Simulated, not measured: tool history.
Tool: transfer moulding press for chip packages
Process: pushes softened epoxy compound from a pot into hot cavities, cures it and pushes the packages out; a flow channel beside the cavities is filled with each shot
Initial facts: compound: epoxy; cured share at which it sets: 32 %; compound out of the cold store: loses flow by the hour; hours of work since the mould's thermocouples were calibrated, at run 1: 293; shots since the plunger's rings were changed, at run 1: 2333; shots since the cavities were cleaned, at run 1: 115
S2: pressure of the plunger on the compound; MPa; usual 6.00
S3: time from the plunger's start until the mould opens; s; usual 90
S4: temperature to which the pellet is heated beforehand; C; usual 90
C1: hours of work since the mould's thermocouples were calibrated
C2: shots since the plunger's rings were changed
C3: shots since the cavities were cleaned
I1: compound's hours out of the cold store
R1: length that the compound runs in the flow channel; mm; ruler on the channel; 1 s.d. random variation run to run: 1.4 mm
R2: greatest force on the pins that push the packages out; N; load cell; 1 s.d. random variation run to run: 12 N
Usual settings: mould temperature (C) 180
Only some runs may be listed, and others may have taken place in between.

{"run": 1, "hour": 0.0, "mould temperature (C)": 180, "S2": 6.0, "S3": 90, "S4": 90, "C1": 293, "C2": 2333, "C3": 115, "I1": 36.8, "R1": 549, "R2": 627}
{"run": 2, "hour": 12.9, "mould temperature (C)": 181, "S2": 6.0, "S3": 90, "S4": 90, "C1": 299, "C2": 2456, "C3": 238, "I1": 31.0, "R1": 553, "R2": 648}
{"run": 3, "hour": 24.9, "mould temperature (C)": 181, "S2": 6.0, "S3": 90, "S4": 90, "C1": 305, "C2": 2570, "C3": 352, "I1": 46.7, "R1": 535, "R2": 696}
{"run": 4, "hour": 39.9, "mould temperature (C)": 181, "S2": 6.0, "S3": 90, "S4": 90, "C1": 313, "C2": 2713, "C3": 495, "I1": 38.7, "R1": 541, "R2": 734}
{"run": 5, "hour": 56.7, "mould temperature (C)": 181, "S2": 6.0, "S3": 90, "S4": 90, "C1": 321, "C2": 2873, "C3": 655, "I1": 38.6, "R1": 542, "R2": 792}
{"hour": 59.6, "done": "cavities cleaned with cleaning compound and waxed"}
{"run": 6, "hour": 71.3, "mould temperature (C)": 181, "S2": 6.0, "S3": 90, "S4": 90, "C1": 327, "C2": 2999, "C3": 112, "I1": 40.1, "R1": 540, "R2": 809}
{"hour": 87.5, "done": "cavities cleaned with cleaning compound and waxed, once more"}
{"run": 7, "hour": 88.6, "mould temperature (C)": 178, "S2": 5.5, "S3": 88, "S4": 88, "C1": 335, "C2": 3149, "C3": 11, "I1": 30.8, "R1": 534, "R2": 675}
{"run": 8, "hour": 99.8, "mould temperature (C)": 178, "S2": 5.5, "S3": 88, "S4": 88, "C1": 341, "C2": 3255, "C3": 117, "I1": 16.8, "R1": 547, "R2": 767}
{"run": 9, "hour": 112.5, "mould temperature (C)": 178, "S2": 5.5, "S3": 88, "S4": 88, "C1": 347, "C2": 3377, "C3": 239, "I1": 20.7, "R1": 545, "R2": 796}
{"run": 10, "hour": 124.9, "mould temperature (C)": 186, "S2": 5.24, "S3": 88, "S4": 88, "C1": 353, "C2": 3495, "C3": 357, "I1": 9.1, "R1": 526, "R2": 612}
{"run": 11, "hour": 136.1, "mould temperature (C)": 186, "S2": 7.13, "S3": 88, "S4": 88, "C1": 358, "C2": 3602, "C3": 464, "I1": 38.2, "R1": 577, "R2": 630}
{"run": 12, "hour": 152.5, "mould temperature (C)": 186, "S2": 7.13, "S3": 88, "S4": 88, "C1": 366, "C2": 3758, "C3": 620, "I1": 36.3, "R1": 579, "R2": 658}

Here are 3 independent what-if runs from the current tool condition. What would each one return?
{"run": "A", "hour": 161.9, "mould temperature (C)": 181, "S2": 6.0, "S3": 94, "S4": 82, "C1": 371, "C2": 3848, "C3": 710, "I1": 26.5, "R1": "?", "R2": "?"}
{"run": "B", "hour": 161.9, "mould temperature (C)": 180, "S2": 6.0, "S3": 90, "S4": 88, "C1": 371, "C2": 3848, "C3": 710, "I1": 45.0, "R1": "?", "R2": "?"}
{"run": "C", "hour": 161.9, "mould temperature (C)": 183, "S2": 5.41, "S3": 88, "S4": 88, "C1": 371, "C2": 3848, "C3": 710, "I1": 46.5, "R1": "?", "R2": "?"}

run=A R1=553 R2=742
run=B R1=530 R2=828
run=C R1=499 R2=766
With the hidden condition removed and each run's random variation left untouched, the same runs would have given:
run=A R1=573 R2=505
run=B R1=549 R2=568
run=C R1=517 R2=523
